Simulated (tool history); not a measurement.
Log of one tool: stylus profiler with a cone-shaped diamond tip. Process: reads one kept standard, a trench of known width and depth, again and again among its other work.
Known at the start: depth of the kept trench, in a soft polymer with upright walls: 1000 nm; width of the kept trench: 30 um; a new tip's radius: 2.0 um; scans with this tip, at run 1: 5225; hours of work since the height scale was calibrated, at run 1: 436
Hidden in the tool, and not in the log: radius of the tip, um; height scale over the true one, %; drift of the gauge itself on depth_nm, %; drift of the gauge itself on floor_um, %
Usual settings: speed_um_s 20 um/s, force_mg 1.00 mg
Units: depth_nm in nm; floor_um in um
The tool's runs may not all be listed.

run	day	speed_um_s	force_mg	scans with this tip	hours of work since the height scale was calibrated	depth_nm	floor_um
1	0.000	20	1.00	5225	436	1006.43	25.70
2	1.404	20	1.23	5416	451	1007.64	25.73
3	2.621	20	1.00	5580	465	1006.86	25.72
4	3.608	16	1.00	5715	476	1006.76	25.71
5	4.571	16	1.00	5845	487	1006.75	25.70
6	6.308	20	1.00	6081	507	1006.60	25.66
7	7.088	20	1.00	6187	516	1006.47	25.56
8	8.883	20	1.00	6430	536	1006.56	25.54
9	10.304	20	1.00	6623	552	1007.07	25.55
10	11.492	20	1.00	6785	566	1006.76	25.58
11	12.400	20	1.00	6908	576	1006.73	25.55
12	13.433	20	1.74	7048	588	1009.84	25.53
13	14.771	20	1.74	7230	603	1010.05	25.53
# day 14.933: height scale calibrated on a step standard
14	16.550	33	1.74	7468	18	1009.15	25.40
15	17.600	33	1.74	7611	30	1009.62	25.44
16	18.500	33	1.74	7733	40	1009.19	25.35
17	19.629	33	1.74	7886	53	1009.44	25.36
18	20.917	16	0.48	8061	68	1003.08	25.38
19	22.671	11	0.48	8299	88	1003.43	25.42
20	24.038	11	0.48	8484	103	1003.28	25.36
# day 24.250: height scale calibrated on a step standard, once more
21	24.779	25	0.74	8582	6	1005.99	25.32
22	26.108	55	0.74	8763	21	1005.78	25.14
23	27.367	66	1.59	8933	35	1009.47	25.15
24	28.246	66	1.59	9052	45	1009.83	25.14
25	29.175	55	0.38	9178	56	1003.65	24.89
26	30.975	55	1.32	9423	76	1008.79	25.19
27	32.133	55	1.32	9580	89	1008.54	25.09
28	33.412	19	0.85	9753	104	1006.36	25.22
29	34.717	33	0.35	9931	118	1003.40	25.02
30	36.379	46	2.19	10156	137	1012.22	25.16
31	38.100	46	2.19	10390	157	1012.43	25.11
32	38.967	46	2.19	10507	166	1012.58	25.06
33	40.392	57	0.82	10701	183	1006.35	24.90
34	41.283	61	1.74	10822	193	1010.43	25.03

Forecast each of these 3 alternatives for the next run:
A	42.929	20	1.22	11045	211	?	?
B	42.929	23	2.58	11045	211	?	?
C	42.929	15	0.65	11045	211	?	?

run	depth_nm	floor_um
A	1008.09	25.12
B	1013.54	25.16
C	1005.54	25.07
Without the tool's hidden state the same runs would have given:
run	depth_nm	floor_um
A	1008.52	26.45
B	1013.97	26.49
C	1005.96	26.40
